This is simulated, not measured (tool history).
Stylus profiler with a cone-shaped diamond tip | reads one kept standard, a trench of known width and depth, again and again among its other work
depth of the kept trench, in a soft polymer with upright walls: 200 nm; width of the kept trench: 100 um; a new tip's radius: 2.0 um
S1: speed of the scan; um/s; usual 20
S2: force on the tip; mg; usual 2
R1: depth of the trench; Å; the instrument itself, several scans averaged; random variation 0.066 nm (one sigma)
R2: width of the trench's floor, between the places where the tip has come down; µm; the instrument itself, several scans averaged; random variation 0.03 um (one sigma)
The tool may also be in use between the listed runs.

Run 1, hour 0: usual settings. Result: R1 2017.2 Å, R2 98.14 µm.
Run 2, hour 9.4: usual settings. Result: R1 2017.9 Å, R2 98.11 µm.
Run 3, hour 20.8: usual settings. Result: R1 2019.5 Å, R2 98.16 µm.
Run 4, hour 29: usual settings. Result: R1 2017.5 Å, R2 98.13 µm.
Run 5, hour 37.2: usual settings. Result: R1 2018.7 Å, R2 98.09 µm.
Run 6, hour 46.9: usual settings. Result: R1 2018 Å, R2 98.08 µm.
Run 7, hour 62.2: usual settings but S1 16 um/s, S2 3.53 mg. Result: R1 2026.8 Å, R2 98.14 µm.

Forecast run 8:
Run 8, hour 77.1: usual settings but S1 5 um/s, S2 5.27 mg. Result: R1 ?, R2 ?.

Run 8 gave R1 2035.7 Å, R2 98.19 µm.
Without the tool's hidden state the same run would have given R1 2037.7 Å, R2 98.24 µm.

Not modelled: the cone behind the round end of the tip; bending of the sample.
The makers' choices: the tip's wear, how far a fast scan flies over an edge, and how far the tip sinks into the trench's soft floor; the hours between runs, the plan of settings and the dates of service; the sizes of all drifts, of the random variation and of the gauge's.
